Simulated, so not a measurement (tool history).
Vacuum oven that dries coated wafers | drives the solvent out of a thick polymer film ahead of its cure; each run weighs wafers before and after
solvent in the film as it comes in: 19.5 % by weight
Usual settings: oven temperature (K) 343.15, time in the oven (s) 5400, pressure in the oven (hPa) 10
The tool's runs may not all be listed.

| run | hour | oven temperature (K) | time in the oven (s) | pressure in the oven (hPa) | solvent left in the film (%) |
|---|---|---|---|---|---|
| 1 | 0 | 343.15 | 5400 | 10 | 3.84 |
| 2 | 54.7 | 343.15 | 9240 | 10 | 2 |
| 3 | 88.7 | 343.15 | 9240 | 10 | 1.96 |
| 4 | 135.6 | 343.15 | 9240 | 10 | 1.99 |
| 5 | 175.8 | 352.15 | 5400 | 10 | 1.55 |
| 6 | 219.9 | 343.15 | 5400 | 10 | 3.92 |
| 7 | 255.5 | 343.15 | 5400 | 10 | 4.1 |
| 8 | 306.9 | 343.15 | 5400 | 10 | 4.01 |
|  | 354.5 | oven's thermocouples calibrated |
| 9 | 354.5 | 343.15 | 5400 | 10 | 3.24 |
| 10 | 413.6 | 343.15 | 5400 | 10 | 3.25 |
| 11 | 451.7 | 343.15 | 5400 | 8.3 | 3.06 |
| 12 | 507.2 | 343.15 | 5400 | 10 | 3.39 |
| 13 | 551.8 | 343.15 | 5400 | 10 | 3.35 |
| 14 | 609 | 343.15 | 8340 | 10 | 1.91 |
| 15 | 652.2 | 343.15 | 8340 | 10 | 1.89 |
| 16 | 679.6 | 343.15 | 8340 | 10 | 2.01 |
| 17 | 725.7 | 343.15 | 5400 | 10 | 3.44 |
| 18 | 784.3 | 343.15 | 5400 | 10 | 3.42 |
| 19 | 834.8 | 343.15 | 5400 | 10 | 3.44 |
| 20 | 859.9 | 352.15 | 4020 | 6.9 | 1.87 |
|  | 866.1 | vacuum gauge cleaned of residue and calibrated |
| 21 | 910.1 | 352.15 | 4020 | 6.9 | 1.95 |
| 22 | 961.6 | 328.15 | 5400 | 10 | 10.06 |
| 23 | 1005.5 | 328.15 | 5400 | 10 | 10.04 |
| 24 | 1030.1 | 328.15 | 5400 | 10 | 9.84 |
| 25 | 1088.7 | 343.15 | 5400 | 30.3 | 5.19 |
|  | 1122.7 | vacuum gauge cleaned of residue and calibrated, once more |
| 26 | 1138.9 | 343.15 | 5400 | 16 | 3.79 |
| 27 | 1162.8 | 343.15 | 5400 | 38.6 | 5.49 |
| 28 | 1215.7 | 341.15 | 5400 | 27 | 5.52 |
| 29 | 1257.8 | 341.15 | 5400 | 27 | 5.46 |
| 30 | 1289.3 | 342.15 | 3000 | 6.3 | 6.52 |
| 31 | 1337.9 | 352.15 | 3000 | 34.7 | 4.4 |
| 32 | 1381.2 | 351.15 | 3000 | 14 | 3.65 |
| 33 | 1437 | 351.15 | 3000 | 14 | 3.72 |
| 34 | 1463.8 | 329.15 | 6480 | 36.5 | 11.09 |
| 35 | 1498.6 | 348.15 | 6480 | 14.7 | 1.89 |
| 36 | 1538.1 | 341.15 | 4260 | 35.8 | 7.46 |

4 ways to go on from here, each from the tool as it stands after run 36. What would each give?
| A | 1569.1 | 328.15 | 5280 | 10 | ? |
| B | 1569.1 | 344.15 | 5400 | 10 | ? |
| C | 1569.1 | 333.15 | 5460 | 35.8 | ? |
| D | 1569.1 | 341.15 | 4260 | 33.8 | ? |

| run | solvent left in the film (%) |
|---|---|
| A | 9.99 |
| B | 3.32 |
| C | 9.94 |
| D | 7.53 |
Without the tool's hidden state the same runs would have given:
| run | solvent left in the film (%) |
|---|---|
| A | 8.95 |
| B | 2.55 |
| C | 8.79 |
| D | 6.44 |
